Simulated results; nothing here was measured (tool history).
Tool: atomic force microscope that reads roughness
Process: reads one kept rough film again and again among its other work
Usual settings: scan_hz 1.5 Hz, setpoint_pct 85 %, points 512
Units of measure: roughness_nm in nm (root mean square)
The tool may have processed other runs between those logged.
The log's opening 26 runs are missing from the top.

run	hour	scan_hz	setpoint_pct	points	pictures with this tip	hours of work since the height scale was calibrated	roughness_nm
27	280	3.06	62	270	51	178	2.714
28	288.9	1.27	81	420	60	182	2.659
29	297	1.27	81	420	69	186	2.62
30	306.9	2.5	72	689	79	190	2.548
31	314.3	3.46	67	639	87	193	2.507
32	320.5	3.46	67	639	93	196	2.487
33	332.4	3.46	64	838	106	201	2.51
34	340.1	1.5	85	532	114	204	2.346
35	351.8	0.91	62	602	126	209	2.683
# hour 353.6: height scale calibrated on a step standard
36	366.4	0.91	62	602	141	5	2.655

What will run 37 give?
37	375.1	0.91	62	602	150	9	?

{"run 37": {"roughness_nm": 2.64}}
Had the tool carried no hidden state, the very same run would have given roughness_nm 3.421 nm (root mean square).
